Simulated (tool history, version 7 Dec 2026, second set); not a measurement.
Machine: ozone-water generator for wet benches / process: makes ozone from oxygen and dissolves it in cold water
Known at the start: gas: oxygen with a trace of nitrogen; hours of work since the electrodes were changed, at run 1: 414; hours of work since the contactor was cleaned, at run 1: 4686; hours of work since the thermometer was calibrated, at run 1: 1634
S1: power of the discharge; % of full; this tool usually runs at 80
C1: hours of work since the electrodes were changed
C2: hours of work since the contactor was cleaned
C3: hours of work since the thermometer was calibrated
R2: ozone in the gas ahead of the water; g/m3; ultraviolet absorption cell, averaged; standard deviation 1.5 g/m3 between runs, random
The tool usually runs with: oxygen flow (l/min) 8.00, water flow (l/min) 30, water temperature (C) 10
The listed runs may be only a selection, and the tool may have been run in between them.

Run 1, hour 0.0: usual settings; C1 414; C2 4686; C3 1634. Result: dissolved ozone (ppm) 39.8, R2 290.4 g/m3.
Run 2, hour 26.1: usual settings; C1 431; C2 4703; C3 1652. Result: dissolved ozone (ppm) 39.9, R2 286.7 g/m3.
Run 3, hour 54.0: usual settings; C1 450; C2 4722; C3 1670. Result: dissolved ozone (ppm) 39.5, R2 289.4 g/m3.
Run 4, hour 86.9: usual settings; C1 472; C2 4744; C3 1692. Result: dissolved ozone (ppm) 40.1, R2 288.2 g/m3.
Run 5, hour 108.5: usual settings; C1 486; C2 4758; C3 1707. Result: dissolved ozone (ppm) 39.9, R2 286.5 g/m3.
Run 6, hour 124.0: usual settings; C1 497; C2 4768; C3 1717. Result: dissolved ozone (ppm) 39.7, R2 287.7 g/m3.
Run 7, hour 146.5: usual settings; C1 512; C2 4783; C3 1732. Result: dissolved ozone (ppm) 39.9, R2 287.2 g/m3.
Run 8, hour 167.1: usual settings; C1 525; C2 4797; C3 1746. Result: dissolved ozone (ppm) 39.5, R2 284.8 g/m3.
Run 9, hour 191.7: usual settings; C1 542; C2 4813; C3 1762. Result: dissolved ozone (ppm) 39.7, R2 285.4 g/m3.
Run 10, hour 217.5: usual settings; C1 559; C2 4831; C3 1779. Result: dissolved ozone (ppm) 39.8, R2 286.7 g/m3.
Run 11, hour 236.8: usual settings; C1 572; C2 4844; C3 1792. Result: dissolved ozone (ppm) 39.9, R2 287.6 g/m3.
Run 12, hour 257.6: usual settings; C1 586; C2 4857; C3 1806. Result: dissolved ozone (ppm) 39.9, R2 285.2 g/m3.
Run 13, hour 282.1: usual settings; C1 602; C2 4874; C3 1823. Result: dissolved ozone (ppm) 39.9, R2 286.1 g/m3.
Run 14, hour 304.4: usual settings; C1 617; C2 4889; C3 1837. Result: dissolved ozone (ppm) 40.0, R2 284.6 g/m3.
Run 15, hour 336.4: usual settings but water flow (l/min) 44; C1 638; C2 4910; C3 1859. Result: dissolved ozone (ppm) 28.8, R2 282.1 g/m3.
Run 16, hour 357.6: usual settings but oxygen flow (l/min) 5.36; C1 652; C2 4924; C3 1873. Result: dissolved ozone (ppm) 36.6, R2 338.8 g/m3.
Run 17, hour 380.9: usual settings but S1 48 % of full; C1 668; C2 4940; C3 1888. Result: dissolved ozone (ppm) 24.8, R2 178.4 g/m3.
Run 18, hour 399.3: usual settings but S1 48 % of full; C1 680; C2 4952; C3 1901. Result: dissolved ozone (ppm) 25.1, R2 178.1 g/m3.
Run 19, hour 422.9: usual settings but S1 58 % of full, oxygen flow (l/min) 7.70, water flow (l/min) 34, water temperature (C) 14; C1 696; C2 4968; C3 1916. Result: dissolved ozone (ppm) 25.4, R2 216.3 g/m3.
Run 20, hour 454.4: usual settings but S1 71 % of full, oxygen flow (l/min) 7.81, water flow (l/min) 34, water temperature (C) 9; C1 717; C2 4989; C3 1937. Result: dissolved ozone (ppm) 32.4, R2 258.5 g/m3.
Run 21, hour 480.9: usual settings but S1 45 % of full; C1 735; C2 5006; C3 1955. Result: dissolved ozone (ppm) 23.4, R2 168.8 g/m3.
Run 22, hour 512.3: usual settings but S1 45 % of full; C1 756; C2 5027; C3 1976. Result: dissolved ozone (ppm) 23.7, R2 167.0 g/m3.
Run 23, hour 546.0: usual settings but S1 85 % of full, water temperature (C) 5; C1 778; C2 5050; C3 1999. Result: dissolved ozone (ppm) 44.7, R2 304.8 g/m3.
Run 24, hour 569.1: usual settings but S1 85 % of full, oxygen flow (l/min) 9.33, water flow (l/min) 44, water temperature (C) 5; C1 794; C2 5065; C3 2014. Result: dissolved ozone (ppm) 32.9, R2 284.6 g/m3.
Run 25, hour 593.4: usual settings but S1 85 % of full, oxygen flow (l/min) 9.33, water flow (l/min) 44, water temperature (C) 5; C1 810; C2 5082; C3 2030. Result: dissolved ozone (ppm) 33.2, R2 283.8 g/m3.
Run 26, hour 609.8: usual settings but S1 95 % of full, oxygen flow (l/min) 4.26, water temperature (C) 9; C1 821; C2 5092; C3 2041. Result: dissolved ozone (ppm) 40.4, R2 442.9 g/m3.
Run 27, hour 623.8: usual settings but S1 95 % of full, oxygen flow (l/min) 4.26, water temperature (C) 9; C1 830; C2 5102; C3 2050. Result: dissolved ozone (ppm) 40.4, R2 442.8 g/m3.
Run 28, hour 640.8: usual settings but water temperature (C) 7; C1 841; C2 5113; C3 2062. Result: dissolved ozone (ppm) 41.5, R2 284.1 g/m3.
Run 29, hour 664.0: usual settings but water flow (l/min) 45, water temperature (C) 7; C1 857; C2 5129; C3 2077. Result: dissolved ozone (ppm) 29.2, R2 285.7 g/m3.
Run 30, hour 694.9: usual settings but water flow (l/min) 45, water temperature (C) 7; C1 877; C2 5149; C3 2098. Result: dissolved ozone (ppm) 28.9, R2 286.7 g/m3.

Expected results for the next run?
Run 31, hour 714.8: usual settings but S1 42 % of full, oxygen flow (l/min) 4.26, water flow (l/min) 34, water temperature (C) 5; C1 891; C2 5162; C3 2111. Result: dissolved ozone (ppm) ?, R2 ?.

{"run 31": {"dissolved ozone (ppm)": 17.3, "R2": 207.6}}
Without the tool's hidden state the same run would have given dissolved ozone (ppm) 17.3, R2 207.7 g/m3.

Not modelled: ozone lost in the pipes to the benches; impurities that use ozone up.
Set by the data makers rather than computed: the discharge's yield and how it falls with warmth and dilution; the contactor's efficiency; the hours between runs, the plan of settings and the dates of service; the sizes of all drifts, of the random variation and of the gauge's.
